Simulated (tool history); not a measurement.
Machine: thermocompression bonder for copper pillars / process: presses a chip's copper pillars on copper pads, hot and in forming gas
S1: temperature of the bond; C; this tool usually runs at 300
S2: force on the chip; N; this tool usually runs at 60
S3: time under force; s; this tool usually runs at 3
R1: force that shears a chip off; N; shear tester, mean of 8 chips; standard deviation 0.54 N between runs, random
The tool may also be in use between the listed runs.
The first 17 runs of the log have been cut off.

{"run": 18, "hour": 176.8, "S1": 280, "S2": 38, "S3": 3, "R1": 26.5}
{"run": 19, "hour": 187.5, "S1": 280, "S2": 38, "S3": 3, "R1": 25.7}
{"hour": 190.2, "done": "force cell calibrated"}
{"run": 20, "hour": 198.4, "S1": 280, "S2": 38, "S3": 2, "R1": 21.4}
{"run": 21, "hour": 210.8, "S1": 310, "S2": 60, "S3": 2, "R1": 47.1}
{"run": 22, "hour": 219.0, "S1": 305, "S2": 42, "S3": 4, "R1": 43.9}
{"hour": 223.4, "done": "force cell calibrated, once more"}
{"run": 23, "hour": 230.4, "S1": 305, "S2": 42, "S3": 4, "R1": 44.4}
{"run": 24, "hour": 238.1, "S1": 305, "S2": 43, "S3": 4, "R1": 44.7}
{"run": 25, "hour": 248.8, "S1": 327, "S2": 38, "S3": 2, "R1": 42.4}
{"run": 26, "hour": 257.3, "S1": 300, "S2": 40, "S3": 3, "R1": 36}
{"run": 27, "hour": 269.3, "S1": 274, "S2": 45, "S3": 3, "R1": 27.5}
{"run": 28, "hour": 276.3, "S1": 274, "S2": 45, "S3": 3, "R1": 27.5}
{"run": 29, "hour": 290.6, "S1": 321, "S2": 60, "S3": 3, "R1": 58}
{"run": 30, "hour": 301.7, "S1": 321, "S2": 60, "S3": 3, "R1": 59.5}
{"run": 31, "hour": 310.3, "S1": 329, "S2": 60, "S3": 5, "R1": 68.1}
{"run": 32, "hour": 322.5, "S1": 329, "S2": 60, "S3": 5, "R1": 69}
{"run": 33, "hour": 330.6, "S1": 324, "S2": 60, "S3": 5, "R1": 65.5}
{"run": 34, "hour": 337.4, "S1": 316, "S2": 53, "S3": 5, "R1": 59.8}
{"run": 35, "hour": 345.5, "S1": 290, "S2": 83, "S3": 5, "R1": 58.9}
{"hour": 354.9, "done": "forming gas filter changed"}
{"run": 36, "hour": 358.7, "S1": 273, "S2": 81, "S3": 2, "R1": 38.3}
{"run": 37, "hour": 371.3, "S1": 273, "S2": 81, "S3": 2, "R1": 37.8}

Below are 3 alternative next runs, each starting from the tool's condition after run 37. Predict each:
{"run": "A", "hour": 379.2, "S1": 304, "S2": 81, "S3": 2, "R1": "?"}
{"run": "B", "hour": 379.2, "S1": 273, "S2": 49, "S3": 2, "R1": "?"}
{"run": "C", "hour": 379.2, "S1": 304, "S2": 81, "S3": 3, "R1": "?"}

run=A R1=56.5
run=B R1=25.6
run=C R1=61.9
Stripped of hidden state, with their random variation kept, the same runs would have yielded:
run=A R1=60
run=B R1=28.3
run=C R1=65.2
